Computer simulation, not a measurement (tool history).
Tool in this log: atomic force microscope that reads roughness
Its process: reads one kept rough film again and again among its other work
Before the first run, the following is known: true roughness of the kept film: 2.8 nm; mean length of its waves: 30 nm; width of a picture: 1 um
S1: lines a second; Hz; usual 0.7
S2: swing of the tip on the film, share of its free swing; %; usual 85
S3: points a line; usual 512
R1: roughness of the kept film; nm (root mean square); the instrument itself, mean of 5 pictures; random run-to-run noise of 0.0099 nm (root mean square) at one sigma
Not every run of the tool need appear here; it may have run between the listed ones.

run,hour,S1,S2,S3,R1
1,0,0.7,85,512,1.856
2,25.1,0.7,85,512,1.8
# hour 30.1: new tip fitted
3,81.6,0.7,85,512,1.971
# hour 131.5: new tip fitted
4,136.9,0.7,85,512,2.199
5,192.2,0.7,85,512,1.974
6,224.3,0.7,85,512,1.858
# hour 235.1: new tip fitted
7,259.4,0.7,85,954,2.093
8,307.4,0.7,85,954,1.913
# hour 340: new tip fitted
9,348.7,0.7,85,512,2.184
10,383.5,0.7,85,484,2.01
11,419.6,0.7,85,512,1.885
# hour 441.8: new tip fitted
12,474.1,0.7,85,512,2.083
13,506.8,0.7,84,512,1.958
14,542.4,0.7,71,512,1.919
# hour 545.5: new tip fitted
15,571.3,0.7,71,512,2.178
16,614,1.912,73,786,1.86
17,639.7,1.987,60,436,1.879
# hour 649.3: new tip fitted
18,681.8,0.7,76,273,2.126
19,706.7,1.312,85,340,1.849
# hour 753.3: new tip fitted
20,755.1,1.312,85,340,2.043
# hour 759.7: height scale calibrated on a step standard
21,791.8,1.312,85,340,1.958
22,834.3,0.942,61,512,2.057
# hour 857.6: new tip fitted
23,858.8,0.7,78,365,2.314
24,914.2,1.782,85,549,1.778
25,944.5,0.966,80,366,1.857
# hour 959.6: new tip fitted
26,983.4,0.7,57,431,2.286
27,1008.8,0.7,57,431,2.193

Pick out some run-to-run changes in R1. Of each, how much would a tool without hidden state show as well, from the settings, what came in and chance, and how much is left for the hidden state and any gauge scatter not in both results compared?
The tool's hidden condition here consists of: radius of the tip, nm; height scale over the true one, %; drift of the gauge itself on roughness_nm, %.
Run 14 -> 15: new tip fitted. R1 +0.259 nm (root mean square): hidden state +0.28, all else -0.021.
Run 22 -> 23: S1 0.942 -> 0.7, S2 61 -> 78, S3 512 -> 365, new tip fitted. R1 +0.257 nm (root mean square): hidden state +0.332, all else -0.075.
Run 23 -> 24: S1 0.7 -> 1.782, S2 78 -> 85, S3 365 -> 549. R1 -0.536 nm (root mean square): hidden state -0.229, all else -0.307.
Run 25 -> 26: S1 0.966 -> 0.7, S2 80 -> 57, S3 366 -> 431, new tip fitted. R1 +0.429 nm (root mean square): hidden state +0.24, all else +0.189.
